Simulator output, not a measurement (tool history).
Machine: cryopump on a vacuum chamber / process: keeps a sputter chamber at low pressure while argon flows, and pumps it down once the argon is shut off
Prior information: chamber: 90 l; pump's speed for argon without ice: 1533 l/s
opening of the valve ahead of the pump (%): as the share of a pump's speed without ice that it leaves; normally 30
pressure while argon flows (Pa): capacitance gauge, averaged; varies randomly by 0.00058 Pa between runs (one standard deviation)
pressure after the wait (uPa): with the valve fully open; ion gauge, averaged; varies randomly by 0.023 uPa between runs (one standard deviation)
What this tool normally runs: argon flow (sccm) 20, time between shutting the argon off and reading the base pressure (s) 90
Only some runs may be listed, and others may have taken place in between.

run   hour  argon flow (sccm)  time between shutting the argon off and reading the base pressure (s)  opening of the valve ahead of the pump (%)  pressure while argon flows (Pa)  pressure after the wait (uPa)
  1      0                 20                                                                     90                                          30                           0.0737                           1.13
  2    9.1                 20                                                                     90                                          30                           0.0737                           1.16
  3   15.4                 20                                                                     90                                          30                           0.0752                           1.17
  4     31                 20                                                                     90                                          30                           0.0745                           1.13
  5   43.3                 20                                                                     90                                          30                           0.0754                           1.19
  6   57.2                 20                                                                     90                                          30                           0.0749                           1.17
  7   71.4                 20                                                                     90                                          30                           0.0759                           1.25
  8   83.1                 20                                                                     90                                          24                           0.0937                            1.2
  9     94                 20                                                                     55                                          30                           0.0759                           1.59
 10  106.2                 20                                                                     55                                          30                           0.0764                           1.59
 11  119.4                 11                                                                     90                                          30                           0.0422                            1.2
 12  129.6                 28                                                                     90                                          30                            0.108                           1.18
 13  136.8                 28                                                                     90                                          30                           0.1074                            1.2
 14  143.8                 28                                                                     90                                          30                           0.1082                           1.28
 15  155.6                 28                                                                     90                                          30                           0.1087                           1.26
 16  161.8                 20                                                                     90                                          36                           0.0656                           1.25
 17  174.5                 20                                                                     90                                          26                           0.0892                           1.32
 18  184.2                 20                                                                     47                                          25                           0.0927                           1.87
 19    192                 14                                                                     52                                          34                            0.049                           1.73
 20  203.7                 28                                                                     35                                          30                           0.1098                           2.24
 21  211.4                 30                                                                     66                                          29                           0.1226                           1.51
 22  218.9                 11                                                                    196                                          22                           0.0582                           1.01
 23  231.4                 11                                                                     85                                          37                           0.0354                           1.34
 24  239.7                  8                                                                     90                                          40                           0.0254                           1.31
 25  255.1                  8                                                                     90                                          40                           0.0252                           1.35
 26  266.2                 20                                                                     90                                          53                            0.049                           1.36
 27  275.2                 13                                                                     90                                          30                           0.0523                           1.38
 28  282.7                 28                                                                     90                                          30                            0.112                            1.4
 29  293.8                 25                                                                    112                                          30                           0.1017                           1.29
 30  305.8                 25                                                                    112                                          30                            0.102                           1.28
 31    316                 10                                                                     50                                          30                           0.0412                           1.87
 32  325.3                 10                                                                     50                                          30                           0.0414                           1.86
 33  337.7                 10                                                                     50                                          30                            0.042                           1.87
 34  344.9                 19                                                                    153                                          20                           0.1137                           1.21

Alternative continuations, all from the tool just after run 34; predict every row:
  A  355.1                 26                                                                    259                                          30                                ?                              ?
  B  355.1                 33                                                                    153                                          37                                ?                              ?
  C  355.1                 19                                                                    153                                          21                                ?                              ?

run  pressure while argon flows (Pa)  pressure after the wait (uPa)
  A                           0.1085                           1.13
  B                            0.115                           1.23
  C                           0.1086                           1.22
With the hidden condition removed and each run's random variation left untouched, the same runs would have given:
run  pressure while argon flows (Pa)  pressure after the wait (uPa)
  A                           0.0955                           0.42
  B                           0.0985                           0.52
  C                           0.0991                           0.53

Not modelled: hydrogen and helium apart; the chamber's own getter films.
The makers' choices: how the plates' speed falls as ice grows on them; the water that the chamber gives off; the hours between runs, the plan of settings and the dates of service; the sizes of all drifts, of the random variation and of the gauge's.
